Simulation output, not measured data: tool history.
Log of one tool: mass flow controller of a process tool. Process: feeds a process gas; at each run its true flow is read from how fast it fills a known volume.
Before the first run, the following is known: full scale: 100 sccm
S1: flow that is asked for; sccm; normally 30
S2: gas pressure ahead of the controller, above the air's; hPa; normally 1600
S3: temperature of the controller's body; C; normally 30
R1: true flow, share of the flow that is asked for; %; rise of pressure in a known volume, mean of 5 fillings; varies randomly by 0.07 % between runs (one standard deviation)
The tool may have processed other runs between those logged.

run	day	S1	S2	S3	R1
1	0	30	1600	30	98.71
2	8.542	30	1600	30	98.68
3	18.658	30	1600	30	98.62
4	26.338	30	1600	36	98.01
5	36.379	30	2310	30	98.53
6	41.3	30	2310	30	98.48
7	51.712	30	2310	30	98.51
8	58.738	30	2310	30	98.42
9	66	30	2310	30	98.36
10	76.017	30	2310	30	98.23
11	81.746	30	2180	30	98.49
12	89.404	30	2180	30	98.29
13	99.438	30	2180	30	98.37
14	104.529	30	2180	30	98.33
15	113.638	48	2050	20	99.11
16	122.138	64	1600	31	97.98
17	127.796	64	1760	22	99.04
18	135.108	30	1590	23	99.12
19	141.417	32	1600	26	98.65
20	148.021	30	2650	30	97.96
21	157.346	11	1600	23	100.75
22	164.442	78	1680	23	98.71
23	171.05	16	1410	23	99.76
24	177.683	58	1550	23	98.68
25	186.812	34	1490	26	98.61
26	195.392	16	1490	33	98.84
27	205.15	16	1490	33	98.67

Each run again, without the hidden state but with its own random variation kept:
The tool's hidden condition here consists of: flow at rest that the sensor doesn't see, % of full scale; true flow over the shown one, %; drift of the gauge itself on true_pct, %.
run	R1
1	98.99
2	98.98
3	98.96
4	98.37
5	98.92
6	98.89
7	98.95
8	98.88
9	98.84
10	98.74
11	99.02
12	98.84
13	98.96
14	98.93
15	100.1
16	99.15
17	100.23
18	99.81
19	99.43
20	98.69
21	99.7
22	100.16
23	99.61
24	100.03
25	99.58
26	98.69
27	98.53
